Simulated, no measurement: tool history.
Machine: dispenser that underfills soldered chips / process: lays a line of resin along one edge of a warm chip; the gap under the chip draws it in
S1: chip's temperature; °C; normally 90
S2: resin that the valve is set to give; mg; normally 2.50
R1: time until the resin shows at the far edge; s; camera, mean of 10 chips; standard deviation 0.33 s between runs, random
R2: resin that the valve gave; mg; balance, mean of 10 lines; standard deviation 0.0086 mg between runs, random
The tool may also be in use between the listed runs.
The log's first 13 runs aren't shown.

Run 14, hour 40.0: usual settings. Result: R1 17.7 s, R2 2.411 mg.
Run 15, hour 44.3: usual settings. Result: R1 20.6 s, R2 2.420 mg.
At hour 45.0: new syringe of resin.
At hour 46.0: dispensing valve cleaned and set on the balance.
Run 16, hour 48.0: usual settings. Result: R1 15.8 s, R2 2.477 mg.
Run 17, hour 51.6: usual settings. Result: R1 17.2 s, R2 2.476 mg.
Run 18, hour 55.7: usual settings but S2 2.25 mg. Result: R1 20.7 s, R2 2.243 mg.
At hour 58.2: new syringe of resin.
Run 19, hour 59.0: usual settings but S1 103 °C, S2 3.02 mg. Result: R1 9.6 s, R2 2.997 mg.
Run 20, hour 63.1: usual settings but S1 103 °C, S2 3.02 mg. Result: R1 11.2 s, R2 2.990 mg.
Run 21, hour 67.2: usual settings but S1 103 °C, S2 3.02 mg. Result: R1 13.4 s, R2 2.993 mg.
At hour 70.4: new syringe of resin.
Run 22, hour 70.4: usual settings but S1 82 °C, S2 2.22 mg. Result: R1 18.8 s, R2 2.189 mg.
Run 23, hour 73.2: usual settings but S1 82 °C, S2 2.45 mg. Result: R1 20.1 s, R2 2.406 mg.
Run 24, hour 77.7: usual settings but S1 78 °C, S2 2.36 mg. Result: R1 27.5 s, R2 2.329 mg.
Run 25, hour 80.7: usual settings but S1 84 °C, S2 2.36 mg. Result: R1 25.3 s, R2 2.325 mg.
At hour 82.6: new syringe of resin.
Run 26, hour 84.2: usual settings but S1 102 °C. Result: R1 10.2 s, R2 2.468 mg.
Run 27, hour 87.9: usual settings but S2 2.19 mg. Result: R1 17.5 s, R2 2.152 mg.
Run 28, hour 91.3: usual settings but S2 2.19 mg. Result: R1 19.3 s, R2 2.163 mg.
Run 29, hour 93.3: usual settings but S2 2.12 mg. Result: R1 21.5 s, R2 2.075 mg.
At hour 95.1: new syringe of resin.
Run 30, hour 97.4: usual settings but S1 86 °C. Result: R1 17.6 s, R2 2.435 mg.
Run 31, hour 99.8: usual settings but S1 93 °C, S2 2.58 mg. Result: R1 15.4 s, R2 2.518 mg.
Run 32, hour 104.1: usual settings but S1 93 °C, S2 2.58 mg. Result: R1 18.1 s, R2 2.515 mg.
At hour 107.5: new syringe of resin.
Run 33, hour 108.9: usual settings but S1 86 °C. Result: R1 16.7 s, R2 2.441 mg.
Run 34, hour 112.2: usual settings but S1 78 °C, S2 2.18 mg. Result: R1 25.5 s, R2 2.109 mg.
Run 35, hour 115.3: usual settings but S1 104 °C, S2 2.64 mg. Result: R1 12.3 s, R2 2.573 mg.
Run 36, hour 118.3: usual settings but S1 89 °C, S2 2.44 mg. Result: R1 21.6 s, R2 2.375 mg.

What if the next run were any one of these 4? Each begins from the tool's condition after run 36:
At hour 119.6: new syringe of resin.
Run A, hour 122.0: usual settings but S1 89 °C, S2 3.10 mg. Result: R1 ?, R2 ?.
At hour 119.6: new syringe of resin.
Run B, hour 122.0: usual settings but S1 88 °C, S2 2.18 mg. Result: R1 ?, R2 ?.
At hour 119.6: new syringe of resin.
Run C, hour 122.0: usual settings but S1 103 °C, S2 2.93 mg. Result: R1 ?, R2 ?.
At hour 119.6: new syringe of resin.
Run D, hour 122.0: usual settings but S1 79 °C, S2 2.44 mg. Result: R1 ?, R2 ?.

run    R1     R2
  A  15.4  3.028
  B  16.6  2.129
  C  10.6  2.858
  D  21.9  2.378
What these runs would have given with no unlogged condition in the tool:
run    R1     R2
  A  14.0  3.114
  B  15.0  2.189
  C   9.7  2.938
  D  19.9  2.445

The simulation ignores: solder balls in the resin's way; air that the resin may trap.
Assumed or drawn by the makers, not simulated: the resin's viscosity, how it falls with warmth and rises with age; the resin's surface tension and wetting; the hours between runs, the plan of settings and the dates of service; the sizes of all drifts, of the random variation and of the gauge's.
